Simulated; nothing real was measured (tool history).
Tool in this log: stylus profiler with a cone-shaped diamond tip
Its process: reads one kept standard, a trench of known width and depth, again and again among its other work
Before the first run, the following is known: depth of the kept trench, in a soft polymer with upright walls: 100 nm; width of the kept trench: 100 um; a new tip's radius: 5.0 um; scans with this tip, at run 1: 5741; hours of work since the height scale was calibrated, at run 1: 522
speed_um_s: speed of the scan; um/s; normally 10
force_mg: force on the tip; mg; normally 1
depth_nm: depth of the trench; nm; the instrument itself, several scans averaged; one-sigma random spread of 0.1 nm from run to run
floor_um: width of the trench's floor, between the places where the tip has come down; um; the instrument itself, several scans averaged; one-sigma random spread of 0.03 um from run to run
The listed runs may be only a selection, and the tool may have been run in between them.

| run | hour | speed_um_s | force_mg | scans with this tip | hours of work since the height scale was calibrated | depth_nm | floor_um |
|---|---|---|---|---|---|---|---|
| 1 | 0 | 10 | 1 | 5741 | 522 | 100.84 | 97.94 |
| 2 | 102.9 | 24 | 1 | 6356 | 578 | 101.09 | 97.9 |
| 3 | 222.5 | 24 | 1 | 7070 | 642 | 100.72 | 97.91 |
| 4 | 327.1 | 24 | 1 | 7695 | 699 | 100.98 | 97.96 |
| 5 | 394.7 | 10 | 1 | 8098 | 736 | 100.69 | 97.95 |
| 6 | 486.1 | 10 | 1 | 8644 | 785 | 101.06 | 97.96 |
| 7 | 564.7 | 10 | 1 | 9113 | 828 | 100.82 | 97.97 |
| 8 | 685.9 | 10 | 1 | 9837 | 894 | 100.85 | 97.93 |
| 9 | 740.1 | 10 | 1 | 10161 | 923 | 100.97 | 97.98 |
| 10 | 793.4 | 10 | 1 | 10479 | 952 | 100.92 | 97.99 |
| 11 | 862.2 | 5 | 1 | 10890 | 990 | 100.76 | 97.91 |
| 12 | 955.2 | 10 | 2.02 | 11445 | 1040 | 101.36 | 97.95 |
| 13 | 1022.6 | 12 | 1 | 11848 | 1077 | 100.76 | 97.95 |
| 14 | 1134.3 | 12 | 1 | 12515 | 1137 | 100.89 | 97.94 |
| 15 | 1187 | 3 | 1 | 12830 | 1166 | 100.74 | 98.03 |
| 16 | 1298 | 10 | 1 | 13492 | 1226 | 101.07 | 97.87 |
| 17 | 1357.8 | 10 | 1 | 13850 | 1258 | 100.81 | 98 |
| 18 | 1437 | 10 | 1 | 14323 | 1301 | 100.94 | 97.9 |
| 19 | 1490.3 | 10 | 1 | 14641 | 1330 | 100.71 | 97.91 |
| 20 | 1606.6 | 10 | 1 | 15335 | 1393 | 100.9 | 97.94 |
| 21 | 1675 | 10 | 1 | 15744 | 1431 | 100.91 | 97.99 |
| 22 | 1768.5 | 10 | 1 | 16302 | 1481 | 100.74 | 97.94 |
| 23 | 1820.4 | 10 | 0.55 | 16612 | 1509 | 100.6 | 97.86 |
| 24 | 1883.5 | 10 | 0.55 | 16989 | 1544 | 100.48 | 97.96 |
| 25 | 1955.2 | 10 | 0.55 | 17417 | 1583 | 100.5 | 97.9 |
| 26 | 2025.3 | 3 | 0.41 | 17836 | 1621 | 100.45 | 97.88 |
|  | 2044.8 | new tip fitted, height scale calibrated |
| 27 | 2081.6 | 3 | 0.41 | 219 | 20 | 100.36 | 97.98 |
| 28 | 2152.9 | 24 | 0.34 | 645 | 59 | 100.44 | 97.91 |
| 29 | 2224.9 | 7 | 0.34 | 1075 | 98 | 100.56 | 97.9 |
| 30 | 2290.8 | 7 | 0.34 | 1468 | 133 | 100.45 | 98 |
| 31 | 2385 | 2 | 1 | 2031 | 185 | 100.78 | 98 |
| 32 | 2487.2 | 2 | 1 | 2641 | 240 | 100.83 | 98 |
| 33 | 2605.8 | 12 | 0.67 | 3349 | 304 | 100.66 | 97.95 |
| 34 | 2690.4 | 22 | 0.83 | 3855 | 350 | 100.75 | 97.93 |
| 35 | 2741.3 | 4 | 2.68 | 4159 | 378 | 101.62 | 98.02 |
| 36 | 2822.4 | 27 | 0.81 | 4643 | 422 | 100.75 | 97.92 |
| 37 | 2918.4 | 27 | 0.81 | 5216 | 474 | 100.69 | 97.92 |
| 38 | 2981.5 | 3 | 0.9 | 5593 | 508 | 100.7 | 97.92 |
| 39 | 3062.7 | 3 | 1.31 | 6078 | 552 | 101.02 | 98.05 |
| 40 | 3137.9 | 10 | 1.78 | 6527 | 593 | 101.19 | 97.94 |
| 41 | 3239.3 | 10 | 1.78 | 7132 | 648 | 101.25 | 97.95 |

Run 42 is up next; what results do you expect?
| 42 | 3341.1 | 10 | 0.91 | 7741 | 703 | ? | ? |

{"run 42": {"depth_nm": 100.68, "floor_um": 97.96}}
With no hidden state in the tool, this same run would have given depth_nm 100.67 nm, floor_um 97.97 um.

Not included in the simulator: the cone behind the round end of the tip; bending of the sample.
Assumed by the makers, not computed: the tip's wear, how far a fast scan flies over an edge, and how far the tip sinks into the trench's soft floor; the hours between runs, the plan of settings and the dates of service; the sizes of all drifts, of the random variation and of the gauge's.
